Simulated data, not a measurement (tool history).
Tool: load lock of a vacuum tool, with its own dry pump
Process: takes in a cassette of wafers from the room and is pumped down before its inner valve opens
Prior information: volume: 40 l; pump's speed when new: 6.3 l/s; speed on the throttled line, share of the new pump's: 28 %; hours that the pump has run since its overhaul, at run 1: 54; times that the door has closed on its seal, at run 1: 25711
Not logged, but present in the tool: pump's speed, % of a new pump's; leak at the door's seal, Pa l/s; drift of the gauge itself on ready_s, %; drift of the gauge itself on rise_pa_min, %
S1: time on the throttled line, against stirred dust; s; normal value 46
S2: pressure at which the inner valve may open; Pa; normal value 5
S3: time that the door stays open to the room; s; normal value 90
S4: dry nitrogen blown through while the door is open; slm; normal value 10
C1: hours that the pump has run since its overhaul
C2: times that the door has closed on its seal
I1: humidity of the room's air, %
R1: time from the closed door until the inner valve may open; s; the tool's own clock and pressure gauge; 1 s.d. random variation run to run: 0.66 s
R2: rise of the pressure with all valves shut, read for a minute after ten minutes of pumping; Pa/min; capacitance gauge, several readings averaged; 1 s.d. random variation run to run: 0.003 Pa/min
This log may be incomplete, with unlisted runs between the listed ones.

Run 1, hour 0.0: usual settings; C1 54; C2 25711; I1 41.6. Result: R1 96.2 s, R2 0.304 Pa/min.
Run 2, hour 82.7: usual settings but S2 4 Pa; C1 137; C2 25992; I1 43.0. Result: R1 99.1 s, R2 0.298 Pa/min.
Run 3, hour 175.3: usual settings; C1 230; C2 26307; I1 48.2. Result: R1 97.6 s, R2 0.308 Pa/min.
Run 4, hour 272.7: usual settings; C1 327; C2 26639; I1 45.9. Result: R1 97.6 s, R2 0.315 Pa/min.
Run 5, hour 377.5: usual settings; C1 432; C2 26995; I1 43.7. Result: R1 97.1 s, R2 0.331 Pa/min.
Run 6, hour 475.9: usual settings; C1 530; C2 27330; I1 42.2. Result: R1 98.7 s, R2 0.319 Pa/min.
Run 7, hour 564.6: usual settings but S3 78 s; C1 619; C2 27632; I1 44.4. Result: R1 96.7 s, R2 0.337 Pa/min.
Run 8, hour 644.2: usual settings but S3 78 s; C1 699; C2 27903; I1 46.4. Result: R1 98.1 s, R2 0.342 Pa/min.
Run 9, hour 709.1: usual settings but S3 78 s; C1 763; C2 28123; I1 45.7. Result: R1 97.5 s, R2 0.344 Pa/min.
Run 10, hour 804.4: usual settings but S3 78 s; C1 859; C2 28448; I1 43.1. Result: R1 98.1 s, R2 0.347 Pa/min.
Run 11, hour 899.9: usual settings but S3 78 s; C1 954; C2 28772; I1 44.1. Result: R1 99.6 s, R2 0.350 Pa/min.
Run 12, hour 952.7: usual settings but S3 78 s, S4 9 slm; C1 1007; C2 28952; I1 46.0. Result: R1 97.8 s, R2 0.356 Pa/min.
Run 13, hour 1065.7: usual settings but S3 60 s, S4 9 slm; C1 1120; C2 29337; I1 44.4. Result: R1 97.3 s, R2 0.350 Pa/min.
Run 14, hour 1177.6: usual settings but S2 4 Pa, S3 60 s, S4 9 slm; C1 1232; C2 29717; I1 40.5. Result: R1 99.6 s, R2 0.364 Pa/min.
Run 15, hour 1258.2: usual settings but S2 4 Pa, S3 60 s, S4 9 slm; C1 1313; C2 29992; I1 47.3. Result: R1 98.1 s, R2 0.369 Pa/min.
Run 16, hour 1353.9: usual settings but S2 4 Pa, S3 60 s, S4 9 slm; C1 1408; C2 30317; I1 46.0. Result: R1 100.4 s, R2 0.386 Pa/min.
Run 17, hour 1463.4: usual settings but S2 4 Pa, S3 60 s, S4 9 slm; C1 1518; C2 30690; I1 46.6. Result: R1 99.2 s, R2 0.383 Pa/min.
Run 18, hour 1577.4: usual settings but S2 4 Pa, S3 60 s, S4 9 slm; C1 1632; C2 31078; I1 43.9. Result: R1 99.9 s, R2 0.397 Pa/min.
Run 19, hour 1678.9: usual settings but S2 4 Pa, S3 60 s, S4 9 slm; C1 1733; C2 31423; I1 44.9. Result: R1 100.1 s, R2 0.396 Pa/min.

Run 20 comes next. What will it give?
Run 20, hour 1744.2: usual settings but S1 76 s, S3 100 s; C1 1799; C2 31645; I1 47.3. Result: R1 ?, R2 ?.

{"run 20": {"R1": 119.9, "R2": 0.414}}
On a tool with no hidden condition, and with the same random variation, this run would have come out at R1 119.3 s, R2 0.047 Pa/min.
